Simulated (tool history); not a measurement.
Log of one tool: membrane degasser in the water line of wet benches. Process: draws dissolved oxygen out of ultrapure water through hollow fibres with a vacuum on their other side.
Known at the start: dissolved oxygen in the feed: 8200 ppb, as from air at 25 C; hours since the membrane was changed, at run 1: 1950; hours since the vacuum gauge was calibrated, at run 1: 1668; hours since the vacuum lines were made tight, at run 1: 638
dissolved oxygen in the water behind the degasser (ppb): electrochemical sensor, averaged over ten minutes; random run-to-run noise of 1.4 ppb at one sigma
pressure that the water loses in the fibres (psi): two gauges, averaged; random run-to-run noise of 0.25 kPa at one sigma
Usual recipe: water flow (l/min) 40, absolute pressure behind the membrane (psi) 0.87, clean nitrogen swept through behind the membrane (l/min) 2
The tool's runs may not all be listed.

| run | day | water flow (l/min) | absolute pressure behind the membrane (psi) | clean nitrogen swept through behind the membrane (l/min) | hours since the membrane was changed | hours since the vacuum gauge was calibrated | hours since the vacuum lines were made tight | dissolved oxygen in the water behind the degasser (ppb) | pressure that the water loses in the fibres (psi) |
|---|---|---|---|---|---|---|---|---|---|
| 1 | 0 | 40 | 0.87 | 2 | 1950 | 1668 | 638 | 138.2 | 9.791 |
| 2 | 3.129 | 40 | 0.87 | 2 | 2026 | 1743 | 714 | 137.5 | 9.733 |
| 3 | 5.208 | 40 | 0.87 | 2 | 2075 | 1793 | 763 | 138.4 | 9.821 |
| 4 | 7.858 | 40 | 0.87 | 2 | 2139 | 1856 | 827 | 138.9 | 9.799 |
| 5 | 9.683 | 40 | 0.87 | 2 | 2183 | 1900 | 871 | 137.9 | 9.899 |
| 6 | 12.696 | 40 | 0.87 | 2 | 2255 | 1972 | 943 | 137.4 | 9.76 |
| 7 | 14.667 | 40 | 0.87 | 2 | 2302 | 2020 | 990 | 137.2 | 9.778 |
| 8 | 17.092 | 32 | 0.87 | 2 | 2361 | 2078 | 1049 | 108.1 | 7.804 |
| 9 | 19.462 | 32 | 0.87 | 0.85 | 2418 | 2135 | 1105 | 212.3 | 7.833 |
| 10 | 22.358 | 32 | 0.87 | 0.85 | 2487 | 2204 | 1175 | 218.7 | 7.768 |
| 11 | 25.25 | 32 | 0.87 | 1.75 | 2557 | 2274 | 1244 | 125 | 7.796 |
| 12 | 26.838 | 32 | 0.761 | 1.75 | 2595 | 2312 | 1282 | 92.1 | 7.754 |
| 13 | 28.375 | 60 | 0.761 | 1.75 | 2632 | 2349 | 1319 | 181.3 | 14.568 |
| 14 | 29.962 | 60 | 0.761 | 1.75 | 2670 | 2387 | 1358 | 185.9 | 14.526 |
| 15 | 32.375 | 31 | 0.87 | 2 | 2727 | 2445 | 1415 | 106 | 7.561 |
| 16 | 35.129 | 31 | 0.87 | 2 | 2794 | 2511 | 1481 | 105.1 | 7.551 |
| 17 | 37.208 | 31 | 0.87 | 2 | 2844 | 2561 | 1531 | 106.5 | 7.519 |
| 18 | 39.442 | 31 | 0.87 | 2 | 2897 | 2614 | 1585 | 104.8 | 7.517 |
| 19 | 41.754 | 25 | 0.87 | 4.16 | 2953 | 2670 | 1640 | 45 | 6.061 |
| 20 | 44.908 | 39 | 1.548 | 1.28 | 3028 | 2746 | 1716 | 477.3 | 9.477 |
| 21 | 47.325 | 26 | 0.949 | 2.71 | 3086 | 2804 | 1774 | 79.9 | 6.3 |
| 22 | 49.288 | 39 | 1.247 | 1.98 | 3133 | 2851 | 1821 | 242.6 | 9.468 |
| 23 | 51.671 | 28 | 0.87 | 0.84 | 3191 | 2908 | 1878 | 192.6 | 6.781 |
| 24 | 53.075 | 51 | 0.969 | 1.18 | 3224 | 2942 | 1912 | 316.3 | 12.308 |
| 25 | 56.292 | 60 | 0.599 | 1.18 | 3302 | 3019 | 1989 | 130.6 | 14.476 |
| 26 | 58.846 | 36 | 1.32 | 2.46 | 3363 | 3080 | 2051 | 203.9 | 8.699 |
| 27 | 61.492 | 25 | 0.779 | 2.65 | 3426 | 3144 | 2114 | 52.6 | 6.061 |

The next listed run, before its measurement:
| 28 | 63.4 | 33 | 1.61 | 2.15 | 3472 | 3189 | 2160 | ? | ? |

Run 28 gave dissolved oxygen in the water behind the degasser (ppb) 277.3, pressure that the water loses in the fibres (psi) 7.986.
If the tool had no hidden condition, the same run with the same run-to-run variation would have returned dissolved oxygen in the water behind the degasser (ppb) 277.2, pressure that the water loses in the fibres (psi) 8.129.
